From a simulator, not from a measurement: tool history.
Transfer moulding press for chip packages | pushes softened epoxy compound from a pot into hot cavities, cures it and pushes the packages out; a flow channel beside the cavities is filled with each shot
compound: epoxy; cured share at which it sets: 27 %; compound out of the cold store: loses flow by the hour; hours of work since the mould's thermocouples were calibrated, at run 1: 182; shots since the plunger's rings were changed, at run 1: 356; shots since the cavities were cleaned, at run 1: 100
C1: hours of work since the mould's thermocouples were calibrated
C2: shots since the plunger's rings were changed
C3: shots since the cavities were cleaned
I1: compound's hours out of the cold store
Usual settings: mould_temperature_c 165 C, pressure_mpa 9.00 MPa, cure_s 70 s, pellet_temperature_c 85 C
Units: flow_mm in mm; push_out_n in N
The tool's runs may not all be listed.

Run 1, hour 0.0: usual settings; C1 182; C2 356; C3 100; I1 12.9. Result: flow_mm 987 mm, push_out_n 473 N.
Run 2, hour 8.8: usual settings; C1 186; C2 458; C3 202; I1 42.7. Result: flow_mm 870 mm, push_out_n 486 N.
Run 3, hour 18.3: usual settings; C1 191; C2 567; C3 311; I1 35.0. Result: flow_mm 895 mm, push_out_n 515 N.
Run 4, hour 30.8: usual settings; C1 196; C2 710; C3 454; I1 21.9. Result: flow_mm 948 mm, push_out_n 574 N.
Run 5, hour 37.7: usual settings but pellet_temperature_c 91 C; C1 200; C2 789; C3 533; I1 26.8. Result: flow_mm 926 mm, push_out_n 569 N.
Run 6, hour 44.3: usual settings; C1 203; C2 866; C3 610; I1 23.1. Result: flow_mm 936 mm, push_out_n 593 N.
Run 7, hour 55.2: usual settings; C1 208; C2 991; C3 735; I1 18.8. Result: flow_mm 952 mm, push_out_n 635 N.
Run 8, hour 61.0: usual settings; C1 211; C2 1059; C3 803; I1 19.5. Result: flow_mm 952 mm, push_out_n 651 N.
Run 9, hour 72.5: usual settings; C1 217; C2 1190; C3 934; I1 28.3. Result: flow_mm 914 mm, push_out_n 642 N.
Run 10, hour 79.9: usual settings; C1 220; C2 1276; C3 1020; I1 10.0. Result: flow_mm 980 mm, push_out_n 682 N.
Run 11, hour 91.8: usual settings; C1 226; C2 1413; C3 1157; I1 22.5. Result: flow_mm 930 mm, push_out_n 709 N.
At hour 96.2: cavities cleaned with cleaning compound and waxed.
Run 12, hour 102.8: usual settings; C1 230; C2 1522; C3 76; I1 22.2. Result: flow_mm 931 mm, push_out_n 471 N.
Run 13, hour 115.1: usual settings; C1 236; C2 1664; C3 218; I1 20.3. Result: flow_mm 936 mm, push_out_n 504 N.
Run 14, hour 125.2: usual settings; C1 241; C2 1779; C3 333; I1 46.5. Result: flow_mm 842 mm, push_out_n 561 N.
Run 15, hour 132.5: usual settings; C1 245; C2 1864; C3 418; I1 33.9. Result: flow_mm 884 mm, push_out_n 546 N.
Run 16, hour 142.8: usual settings; C1 250; C2 1982; C3 536; I1 10.8. Result: flow_mm 971 mm, push_out_n 591 N.
Run 17, hour 155.7: usual settings but pressure_mpa 7.27 MPa, cure_s 52 s, pellet_temperature_c 90 C; C1 256; C2 2131; C3 685; I1 32.3. Result: flow_mm 796 mm, push_out_n 1116 N.
Run 18, hour 164.3: usual settings but mould_temperature_c 163 C, pressure_mpa 10.35 MPa, cure_s 62 s, pellet_temperature_c 84 C; C1 260; C2 2230; C3 784; I1 21.9. Result: flow_mm 1001 mm, push_out_n 940 N.
Run 19, hour 178.0: usual settings but cure_s 71 s; C1 266; C2 2387; C3 941; I1 25.5. Result: flow_mm 909 mm, push_out_n 630 N.
Run 20, hour 188.9: usual settings but cure_s 54 s; C1 272; C2 2513; C3 1067; I1 37.7. Result: flow_mm 865 mm, push_out_n 1124 N.
At hour 201.9: cavities cleaned with cleaning compound and waxed.
Run 21, hour 202.8: usual settings but mould_temperature_c 166 C, pressure_mpa 7.15 MPa, cure_s 56 s, pellet_temperature_c 82 C; C1 278; C2 2656; C3 10; I1 47.4. Result: flow_mm 733 mm, push_out_n 627 N.
Run 22, hour 215.1: usual settings but mould_temperature_c 166 C, pressure_mpa 7.15 MPa, cure_s 79 s, pellet_temperature_c 82 C; C1 284; C2 2798; C3 152; I1 31.7. Result: flow_mm 780 mm, push_out_n 419 N.
At hour 219.6: plunger's sealing rings changed.
Run 23, hour 225.5: usual settings but mould_temperature_c 161 C; C1 287; C2 67; C3 242; I1 12.1. Result: flow_mm 1015 mm, push_out_n 713 N.
Run 24, hour 238.2: usual settings but mould_temperature_c 164 C, pressure_mpa 7.88 MPa; C1 293; C2 213; C3 388; I1 26.3. Result: flow_mm 876 mm, push_out_n 594 N.
Run 25, hour 247.7: usual settings but mould_temperature_c 164 C, pressure_mpa 9.54 MPa; C1 298; C2 323; C3 498; I1 30.6. Result: flow_mm 945 mm, push_out_n 612 N.
Run 26, hour 260.6: usual settings but mould_temperature_c 164 C, pressure_mpa 9.54 MPa; C1 304; C2 471; C3 646; I1 16.0. Result: flow_mm 1002 mm, push_out_n 683 N.
Run 27, hour 269.9: usual settings but mould_temperature_c 164 C, pressure_mpa 9.54 MPa; C1 309; C2 579; C3 754; I1 31.7. Result: flow_mm 939 mm, push_out_n 671 N.
Run 28, hour 281.0: usual settings but mould_temperature_c 166 C, pressure_mpa 10.25 MPa, cure_s 92 s, pellet_temperature_c 82 C; C1 314; C2 706; C3 881; I1 25.7. Result: flow_mm 984 mm, push_out_n 500 N.
Run 29, hour 293.7: usual settings but mould_temperature_c 166 C, pressure_mpa 10.25 MPa, cure_s 92 s, pellet_temperature_c 82 C; C1 320; C2 853; C3 1028; I1 27.9. Result: flow_mm 976 mm, push_out_n 513 N.

3 ways to go on from here, each from the tool as it stands after run 29. What would each give?
Run A, hour 305.3: usual settings but mould_temperature_c 162 C, pressure_mpa 10.61 MPa; C1 326; C2 986; C3 1161; I1 27.6. Result: flow_mm ?, push_out_n ?.
Run B, hour 305.3: usual settings but cure_s 99 s, pellet_temperature_c 86 C; C1 326; C2 986; C3 1161; I1 33.1. Result: flow_mm ?, push_out_n ?.
Run C, hour 305.3: usual settings but mould_temperature_c 161 C, pressure_mpa 10.25 MPa, cure_s 92 s, pellet_temperature_c 82 C; C1 326; C2 986; C3 1161; I1 36.1. Result: flow_mm ?, push_out_n ?.

run  flow_mm  push_out_n
  A     1014         831
  B      897         500
  C      963         587
Without the tool's hidden state the same runs would have given:
run  flow_mm  push_out_n
  A     1029         516
  B      910         317
  C      977         368

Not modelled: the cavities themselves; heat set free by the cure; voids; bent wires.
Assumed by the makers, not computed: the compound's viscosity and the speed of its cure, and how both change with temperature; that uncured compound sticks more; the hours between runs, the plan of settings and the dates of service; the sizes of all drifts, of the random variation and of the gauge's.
